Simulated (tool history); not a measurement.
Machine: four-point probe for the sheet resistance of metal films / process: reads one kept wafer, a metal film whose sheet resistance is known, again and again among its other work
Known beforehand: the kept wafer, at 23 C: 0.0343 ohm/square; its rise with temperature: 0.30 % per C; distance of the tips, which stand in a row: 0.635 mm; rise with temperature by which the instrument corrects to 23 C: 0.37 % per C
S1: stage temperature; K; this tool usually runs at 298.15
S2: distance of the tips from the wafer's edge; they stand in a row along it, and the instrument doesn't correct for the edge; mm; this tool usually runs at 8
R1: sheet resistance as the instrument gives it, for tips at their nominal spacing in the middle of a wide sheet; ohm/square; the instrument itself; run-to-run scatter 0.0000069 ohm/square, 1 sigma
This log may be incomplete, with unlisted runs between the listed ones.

run,hour,S1,S2,R1
1,0.0,298.15,8,0.034380
2,53.6,298.15,23,0.034269
3,99.0,298.15,23,0.034260
4,142.9,298.15,8,0.034370
5,171.6,298.15,8,0.034350
6,223.3,298.15,8,0.034367
7,258.7,298.15,8,0.034369
8,288.7,298.15,8,0.034367
9,319.0,298.15,8,0.034364
10,374.9,298.15,8,0.034357
11,405.4,298.15,8,0.034359
12,433.5,298.15,8,0.034355
13,470.2,298.15,8,0.034365
14,510.3,298.15,8,0.034360
15,537.9,294.15,8,0.034460
16,578.6,296.15,8,0.034404
17,628.5,296.15,8,0.034422
18,680.3,296.15,8,0.034405
19,713.3,299.15,8,0.034331
20,737.5,298.15,25,0.034256
21,769.2,298.15,8,0.034362
22,797.1,296.15,8,0.034422
23,845.0,296.15,8,0.034425
24,873.8,303.15,47,0.034122
25,921.8,293.15,8,0.034490
26,948.5,304.15,64,0.034097
27,977.6,304.15,64,0.034108
28,1006.3,299.15,19,0.034237
29,1033.3,299.15,15,0.034254
30,1085.9,292.15,5,0.034704
31,1112.8,302.15,7,0.034297
32,1155.5,302.15,7,0.034295
33,1184.5,302.15,7,0.034290
34,1229.2,304.15,7,0.034265
35,1271.7,298.15,33,0.034240
36,1303.7,298.15,33,0.034254
37,1350.6,291.15,52,0.034436
38,1376.7,295.15,8,0.034427
39,1399.8,295.15,8,0.034448
40,1447.2,295.15,8,0.034444
41,1489.0,306.15,25,0.034071
42,1532.8,298.15,21,0.034275
43,1573.4,298.15,21,0.034272
44,1623.6,295.15,14,0.034366
45,1672.1,305.15,8,0.034194
46,1714.7,305.15,8,0.034206

Put back what was entered between runs (2 entries, withheld): which listed runs does each sit between, and how does the hidden state differ from the listed run before to the listed run after?
Runs 5 to 6: new probe head fitted (hour 198.7)
  inner tips' distance over the nominal, %: -0.017 -> -0.012; tips' flats over new ones', %: 1 -> 0
  measured minus no-state result, R1: -0.000007 -> -0.000004 ohm/square
Runs 36 to 37: new probe head fitted (hour 1350.6)
  inner tips' distance over the nominal, %: -0.022 -> 0.001; tips' flats over new ones', %: 1 -> 0
  measured minus no-state result, R1: -0.000008 -> +0.000000 ohm/square
